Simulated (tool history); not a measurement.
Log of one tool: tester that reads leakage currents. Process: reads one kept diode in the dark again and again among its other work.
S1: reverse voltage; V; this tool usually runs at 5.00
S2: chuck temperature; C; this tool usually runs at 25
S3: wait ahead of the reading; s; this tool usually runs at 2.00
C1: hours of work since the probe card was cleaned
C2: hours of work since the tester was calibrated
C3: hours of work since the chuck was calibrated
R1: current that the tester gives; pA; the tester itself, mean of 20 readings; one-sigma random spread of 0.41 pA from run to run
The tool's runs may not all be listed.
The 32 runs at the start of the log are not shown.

run,hour,S1,S2,S3,C1,C2,C3,R1
# hour 5297.5: chuck's temperature calibrated
33,5314.5,5.00,52,2.00,938,3034,10,1236.44
34,5473.4,18.88,27,2.00,1033,3129,105,311.57
35,5601.8,5.00,22,2.00,1109,3206,182,100.79
36,5761.9,5.00,23,2.00,1205,3302,278,108.28
37,5951.9,5.00,23,2.00,1319,3415,392,105.68
38,6063.8,5.00,23,2.00,1386,3482,458,103.88
39,6211.2,7.99,23,2.00,1474,3570,547,128.86
40,6376.8,3.62,42,0.87,1573,3669,646,429.13

Predict each of these 3 candidate next runs independently; none follows another, all start after run 40:
# hour 6543.3: chuck's temperature calibrated
A,6574.4,3.31,22,2.59,1690,3786,19,?
# hour 6543.3: chuck's temperature calibrated
B,6574.4,7.32,42,0.87,1690,3786,19,?
# hour 6543.3: chuck's temperature calibrated
C,6574.4,1.88,53,1.39,1690,3786,19,?

run,R1
A,84.84
B,686.79
C,813.29
Take away the tool's hidden state, keep each run's random variation, and the runs would have read:
run,R1
A,85.19
B,693.25
C,822.14
